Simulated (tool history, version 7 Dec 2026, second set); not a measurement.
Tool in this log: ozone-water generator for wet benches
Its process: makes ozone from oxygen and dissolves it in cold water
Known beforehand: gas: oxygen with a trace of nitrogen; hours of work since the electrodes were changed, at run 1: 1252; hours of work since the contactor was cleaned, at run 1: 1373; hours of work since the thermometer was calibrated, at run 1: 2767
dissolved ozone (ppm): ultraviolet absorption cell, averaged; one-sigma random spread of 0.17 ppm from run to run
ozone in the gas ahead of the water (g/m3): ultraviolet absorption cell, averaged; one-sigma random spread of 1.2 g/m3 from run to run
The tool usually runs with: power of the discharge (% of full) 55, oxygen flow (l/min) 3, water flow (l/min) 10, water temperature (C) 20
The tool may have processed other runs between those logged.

| run | hour | power of the discharge (% of full) | oxygen flow (l/min) | water flow (l/min) | water temperature (C) | hours of work since the electrodes were changed | hours of work since the contactor was cleaned | hours of work since the thermometer was calibrated | dissolved ozone (ppm) | ozone in the gas ahead of the water (g/m3) |
|---|---|---|---|---|---|---|---|---|---|---|
| 1 | 0 | 55 | 3 | 10 | 20 | 1252 | 1373 | 2767 | 21.5 | 213 |
| 2 | 35.9 | 55 | 2.26 | 10 | 20 | 1275 | 1396 | 2790 | 21.9 | 252.4 |
| 3 | 94.7 | 55 | 2.26 | 10 | 20 | 1312 | 1433 | 2827 | 22.1 | 252 |
| 4 | 159.7 | 55 | 2.26 | 10 | 20 | 1354 | 1475 | 2868 | 21.9 | 252.4 |
| 5 | 211.8 | 55 | 2.26 | 10 | 20 | 1387 | 1508 | 2902 | 22 | 249.4 |
| 6 | 271.2 | 55 | 2.26 | 10 | 20 | 1425 | 1546 | 2939 | 21.6 | 250.7 |
| 7 | 309.2 | 55 | 2.26 | 10 | 20 | 1449 | 1570 | 2964 | 21.8 | 249.5 |
| 8 | 363.5 | 96 | 3 | 10 | 20 | 1484 | 1605 | 2998 | 31.5 | 307.7 |
| 9 | 414.8 | 55 | 3 | 10 | 20 | 1516 | 1637 | 3031 | 21.6 | 212.3 |
| 10 | 477.6 | 55 | 3 | 10 | 20 | 1556 | 1677 | 3071 | 21.1 | 211.4 |
| 11 | 514.2 | 55 | 3 | 10 | 20 | 1580 | 1700 | 3094 | 21.5 | 209.7 |
| 12 | 567.4 | 55 | 3 | 10 | 20 | 1613 | 1734 | 3128 | 21.3 | 210.2 |
| 13 | 624.2 | 55 | 3 | 10 | 20 | 1649 | 1770 | 3164 | 21.1 | 208.8 |
| 14 | 674.1 | 55 | 3 | 10 | 20 | 1681 | 1802 | 3196 | 21.1 | 208.2 |
| 15 | 720.4 | 55 | 3 | 10 | 15 | 1711 | 1832 | 3225 | 22.8 | 210.6 |
| 16 | 756.6 | 55 | 3 | 9 | 20 | 1734 | 1855 | 3248 | 22.6 | 209.9 |
| 17 | 798.2 | 55 | 3 | 9 | 20 | 1760 | 1881 | 3275 | 22.8 | 208.8 |
| 18 | 849.2 | 55 | 3 | 9 | 20 | 1793 | 1914 | 3307 | 22.4 | 209.9 |
| 19 | 901.3 | 55 | 3 | 8 | 20 | 1826 | 1947 | 3340 | 24.2 | 209.9 |
| 20 | 957.3 | 55 | 3 | 8 | 20 | 1861 | 1982 | 3376 | 24.2 | 210.4 |
| 21 | 991.3 | 83 | 2.1 | 8 | 23 | 1883 | 2004 | 3398 | 31.9 | 344.7 |
| 22 | 1041.2 | 83 | 2.1 | 8 | 23 | 1915 | 2036 | 3430 | 32 | 345.6 |
| 23 | 1072.1 | 97 | 3.13 | 11 | 26 | 1935 | 2056 | 3449 | 26.1 | 300.2 |
| 24 | 1113.6 | 55 | 1.63 | 10 | 18 | 1961 | 2082 | 3476 | 21.8 | 307 |
| 25 | 1149.8 | 89 | 2.48 | 16 | 20 | 1984 | 2105 | 3499 | 20.6 | 325.1 |
| 26 | 1187.1 | 93 | 1.83 | 10 | 20 | 2008 | 2129 | 3522 | 30.9 | 405.2 |
| 27 | 1247.5 | 93 | 4.26 | 11 | 20 | 2046 | 2167 | 3561 | 26.2 | 238.4 |
| 28 | 1290.6 | 93 | 4.26 | 11 | 20 | 2074 | 2195 | 3588 | 26.8 | 239.4 |
| 29 | 1350.6 | 63 | 4.26 | 11 | 20 | 2112 | 2233 | 3626 | 20.2 | 184.2 |
| 30 | 1400.7 | 55 | 3 | 10 | 21 | 2144 | 2265 | 3658 | 20.5 | 207.8 |
| 31 | 1443 | 55 | 3 | 10 | 21 | 2171 | 2292 | 3685 | 21 | 209.9 |
| 32 | 1482 | 55 | 3.6 | 12 | 20 | 2195 | 2316 | 3710 | 18.2 | 184.2 |

Hidden state or all else? Some run-to-run changes of dissolved ozone (ppm), split into what the settings, what came in and random variation would give without the hidden state, and what is left for the hidden state (with any gauge scatter that isn't in both results):
What the log doesn't record here: yield of the discharge, % of new electrodes'; contactor's efficiency, % of a clean one's; true water temperature over the reading, C; drift of the gauge itself on ozone_ppm, %; drift of the gauge itself on gas_g_m3, %.
Run 7 -> 8: power of the discharge (% of full) 55 -> 96, oxygen flow (l/min) 2.26 -> 3. dissolved ozone (ppm) +9.7: hidden state -0.7, all else +10.4.
Run 8 -> 9: power of the discharge (% of full) 96 -> 55. dissolved ozone (ppm) -9.9: hidden state +0.7, all else -10.6.
Run 20 -> 21: power of the discharge (% of full) 55 -> 83, oxygen flow (l/min) 3 -> 2.1, water temperature (C) 20 -> 23. dissolved ozone (ppm) +7.7: hidden state -0.8, all else +8.5.
Run 25 -> 26: power of the discharge (% of full) 89 -> 93, oxygen flow (l/min) 2.48 -> 1.83, water flow (l/min) 16 -> 10. dissolved ozone (ppm) +10.3: hidden state -0.9, all else +11.2.

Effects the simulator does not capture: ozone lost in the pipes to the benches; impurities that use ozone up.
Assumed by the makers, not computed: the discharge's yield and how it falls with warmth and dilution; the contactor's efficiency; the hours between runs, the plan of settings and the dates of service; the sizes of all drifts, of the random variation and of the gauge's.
